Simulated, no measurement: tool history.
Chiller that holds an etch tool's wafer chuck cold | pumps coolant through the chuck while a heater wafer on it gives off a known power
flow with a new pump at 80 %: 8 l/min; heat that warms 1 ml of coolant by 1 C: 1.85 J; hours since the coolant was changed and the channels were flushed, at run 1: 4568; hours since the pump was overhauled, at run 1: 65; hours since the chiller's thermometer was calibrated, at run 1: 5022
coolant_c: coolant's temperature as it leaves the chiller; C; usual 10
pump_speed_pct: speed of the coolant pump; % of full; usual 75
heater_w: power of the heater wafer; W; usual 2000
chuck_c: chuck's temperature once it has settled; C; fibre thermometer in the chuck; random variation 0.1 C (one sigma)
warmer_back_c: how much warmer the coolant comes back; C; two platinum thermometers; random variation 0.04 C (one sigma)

| run | day | coolant_c | pump_speed_pct | heater_w | hours since the coolant was changed and the channels were flushed | hours since the pump was overhauled | hours since the chiller's thermometer was calibrated | chuck_c | warmer_back_c |
|---|---|---|---|---|---|---|---|---|---|
| 1 | 0 | 10 | 75 | 2000 | 4568 | 65 | 5022 | 24.9 | 8.68 |
| 2 | 1.067 | 10 | 75 | 2000 | 4594 | 90 | 5048 | 25 | 8.62 |
| 3 | 1.808 | 10 | 75 | 2000 | 4612 | 108 | 5066 | 24.9 | 8.69 |
| 4 | 2.858 | 10 | 75 | 2000 | 4637 | 133 | 5091 | 25 | 8.74 |
| 5 | 3.783 | 7 | 75 | 2000 | 4659 | 156 | 5113 | 21.9 | 8.75 |
| 6 | 4.85 | 7 | 75 | 2000 | 4685 | 181 | 5139 | 22.1 | 8.7 |
| 7 | 5.717 | 7 | 75 | 2000 | 4705 | 202 | 5159 | 22 | 8.68 |
| 8 | 6.488 | 7 | 75 | 2000 | 4724 | 220 | 5178 | 22 | 8.76 |
| 9 | 7.354 | 7 | 75 | 2000 | 4745 | 241 | 5199 | 21.8 | 8.79 |
| 10 | 8.333 | 7 | 75 | 2000 | 4768 | 265 | 5222 | 22 | 8.82 |
| 11 | 9.083 | 7 | 75 | 2000 | 4786 | 283 | 5240 | 22 | 8.76 |
| 12 | 9.933 | 7 | 75 | 2000 | 4807 | 303 | 5260 | 22 | 8.77 |
| 13 | 10.917 | 7 | 75 | 2000 | 4830 | 327 | 5284 | 21.9 | 8.85 |
| 14 | 11.921 | 7 | 75 | 2000 | 4854 | 351 | 5308 | 21.9 | 8.8 |
| 15 | 13.038 | 10 | 75 | 2000 | 4881 | 378 | 5335 | 25 | 8.85 |
| 16 | 14.1 | 6 | 75 | 2000 | 4907 | 403 | 5360 | 20.9 | 8.84 |
| 17 | 14.8 | 6 | 75 | 2000 | 4923 | 420 | 5377 | 20.9 | 8.86 |
| 18 | 15.6 | 6 | 75 | 1190 | 4943 | 439 | 5397 | 14.9 | 5.36 |
| 19 | 16.796 | 6 | 61 | 1766 | 4971 | 468 | 5425 | 21.9 | 9.67 |
| 20 | 17.746 | 12 | 79 | 1719 | 4994 | 491 | 5448 | 24.2 | 7.31 |
| 21 | 18.408 | 16 | 82 | 1719 | 5010 | 507 | 5464 | 27.8 | 7.06 |
| 22 | 19.346 | 16 | 82 | 1719 | 5032 | 529 | 5486 | 27.9 | 7.02 |
| 23 | 20.392 | 5 | 61 | 1719 | 5058 | 554 | 5512 | 20.6 | 9.52 |
| 24 | 21.55 | 9 | 80 | 1124 | 5085 | 582 | 5539 | 17 | 4.85 |
| 25 | 22.796 | 10 | 75 | 1033 | 5115 | 612 | 5569 | 17.8 | 4.75 |
| 26 | 24.025 | 12 | 81 | 1033 | 5145 | 641 | 5599 | 19.1 | 4.46 |
| 27 | 24.642 | 5 | 70 | 2691 | 5160 | 656 | 5613 | 26.4 | 12.89 |
| 28 | 25.3 | 10 | 70 | 2691 | 5175 | 672 | 5629 | 31.5 | 12.82 |
| 29 | 26.325 | 10 | 70 | 2691 | 5200 | 697 | 5654 | 31.4 | 12.97 |
| 30 | 27.038 | 10 | 70 | 2691 | 5217 | 714 | 5671 | 31.4 | 12.91 |
| 31 | 27.892 | 10 | 70 | 2691 | 5238 | 734 | 5692 | 31.4 | 12.92 |
| 32 | 28.412 | 10 | 84 | 2180 | 5250 | 747 | 5704 | 24.8 | 8.78 |

Hidden state or all else? Some run-to-run changes of warmer_back_c, split into what the settings, what came in and random variation would give without the hidden state, and what is left for the hidden state (with any gauge scatter that isn't in both results):
The hidden state here: heat passed by the chuck's channels, % of clean ones'; flow at a given pump speed, % of a new pump's; coolant's true temperature over the reading, C; drift of the gauge itself on chuck_c, C; drift of the gauge itself on warmer_back_c, C.
Run 1 -> 2: no setting changed, nothing entered. warmer_back_c -0.06 C: hidden state +0.02, all else -0.08.
Run 5 -> 6: no setting changed, nothing entered. warmer_back_c -0.05 C: hidden state +0.02, all else -0.07.
Run 6 -> 7: no setting changed, nothing entered. warmer_back_c -0.02 C: hidden state +0.02, all else -0.04.
Run 18 -> 19: pump_speed_pct 75 -> 61, heater_w 1190 -> 1766. warmer_back_c +4.31 C: hidden state +0.02, all else +4.29.
Run 23 -> 24: coolant_c 5 -> 9, pump_speed_pct 61 -> 80, heater_w 1719 -> 1124. warmer_back_c -4.67 C: hidden state +0.01, all else -4.68.
Run 26 -> 27: coolant_c 12 -> 5, pump_speed_pct 81 -> 70, heater_w 1033 -> 2691. warmer_back_c +8.43 C: hidden state +0, all else +8.43.
